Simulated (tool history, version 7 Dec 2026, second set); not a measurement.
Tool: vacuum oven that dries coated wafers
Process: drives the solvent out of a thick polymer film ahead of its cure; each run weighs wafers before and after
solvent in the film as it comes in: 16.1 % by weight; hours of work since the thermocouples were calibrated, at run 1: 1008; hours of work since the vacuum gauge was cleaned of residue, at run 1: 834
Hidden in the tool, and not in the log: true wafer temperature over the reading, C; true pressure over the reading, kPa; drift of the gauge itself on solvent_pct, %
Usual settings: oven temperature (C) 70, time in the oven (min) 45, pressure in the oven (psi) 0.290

run   hour  oven temperature (C)  time in the oven (min)  pressure in the oven (psi)  hours of work since the thermocouples were calibrated  hours of work since the vacuum gauge was cleaned of residue  solvent left in the film (%)
  1    0.0                    70                      45                       0.290                                                   1008                                                          834                          4.19
  2   28.8                    70                      45                       0.290                                                   1028                                                          854                          4.39
  3   44.2                    70                      45                       0.290                                                   1038                                                          864                          4.32
  4   68.0                    70                      45                       0.290                                                   1055                                                          880                          4.35
  5   97.7                    78                      45                       0.290                                                   1075                                                          900                          2.91
  6  129.2                    70                      45                       0.290                                                   1096                                                          922                          4.43
  7  154.4                    70                      45                       0.290                                                   1113                                                          939                          4.45
  8  183.6                    70                      45                       0.290                                                   1133                                                          959                          4.45
  9  210.0                    70                      31                       0.290                                                   1151                                                          977                          5.56
 10  229.5                    70                      31                       0.290                                                   1165                                                          990                          5.37
 11  258.1                    70                      31                       0.290                                                   1184                                                         1010                          5.52
 12  279.8                    70                      35                       0.290                                                   1199                                                         1025                          5.13
 13  297.9                    70                      35                       0.290                                                   1211                                                         1037                          4.97
 14  327.0                    70                      60                       0.290                                                   1231                                                         1057                          4.14
 15  347.1                    70                      60                       0.290                                                   1245                                                         1070                          4.23
 16  375.6                    70                      60                       0.290                                                   1264                                                         1090                          4.27
 17  407.2                    70                      60                       0.290                                                   1286                                                         1111                          4.10
 18  428.5                    70                      60                       0.290                                                   1300                                                         1126                          4.17
 19  454.8                    70                      60                       0.290                                                   1318                                                         1144                          4.14
 20  468.7                    70                      45                       0.290                                                   1328                                                         1153                          4.60
 21  491.3                    70                      45                       0.290                                                   1343                                                         1169                          4.62
 22  514.8                    70                      45                       0.290                                                   1359                                                         1185                          4.68
 23  532.6                    70                      48                       0.785                                                   1371                                                         1197                          9.67
 24  555.2                    76                      65                       0.785                                                   1387                                                         1212                          7.10
 25  585.1                    70                      45                       0.184                                                   1407                                                         1232                          3.73
 26  602.7                    70                      45                       0.627                                                   1419                                                         1244                          8.33
 27  622.4                    70                      47                       0.627                                                   1432                                                         1258                          8.25
 28  638.3                    70                      47                       0.627                                                   1443                                                         1269                          8.07
 29  670.3                    70                      78                       0.386                                                   1465                                                         1291                          5.33
 30  697.7                    70                      47                       0.802                                                   1484                                                         1309                          9.75
 31  725.2                    63                      47                       1.155                                                   1502                                                         1328                         15.83
 32  743.8                    63                      47                       1.155                                                   1515                                                         1341                         15.91
     754.5  -- oven's thermocouples calibrated
 33  759.6                    55                      29                       0.290                                                      3                                                         1350                         10.56
 34  773.0                    75                      31                       0.171                                                     13                                                         1359                          3.11
 35  791.5                    71                      52                       0.290                                                     25                                                         1372                          4.01
 36  820.5                    76                      77                       0.274                                                     45                                                         1392                          2.87
 37  839.0                    76                      77                       0.358                                                     58                                                         1404                          3.51
 38  862.4                    76                      53                       1.030                                                     74                                                         1420                          8.86
 39  891.0                    70                      38                       0.290                                                     93                                                         1440                          4.97
 40  919.3                    70                      34                       0.780                                                    112                                                         1459                          9.56
 41  933.3                    70                      34                       0.780                                                    122                                                         1468                          9.72
 42  958.2                    70                      34                       0.780                                                    139                                                         1485                          9.62
 43  990.2                    70                      45                       0.210                                                    161                                                         1507                          3.99

The same runs without the tool's hidden state, with the same run-to-run variation:
run  solvent left in the film (%)
  1                          3.39
  2                          3.56
  3                          3.48
  4                          3.50
  5                          2.30
  6                          3.52
  7                          3.51
  8                          3.50
  9                          4.58
 10                          4.39
 11                          4.50
 12                          4.10
 13                          3.94
 14                          3.13
 15                          3.20
 16                          3.20
 17                          3.05
 18                          3.10
 19                          3.04
 20                          3.47
 21                          3.46
 22                          3.50
 23                          8.16
 24                          5.96
 25                          2.55
 26                          6.84
 27                          6.75
 28                          6.58
 29                          3.99
 30                          8.13
 31                         15.26
 32                         15.34
 33                          9.35
 34                          2.38
 35                          3.10
 36                          2.12
 37                          2.75
 38                          8.00
 39                          3.98
 40                          8.51
 41                          8.66
 42                          8.54
 43                          2.92
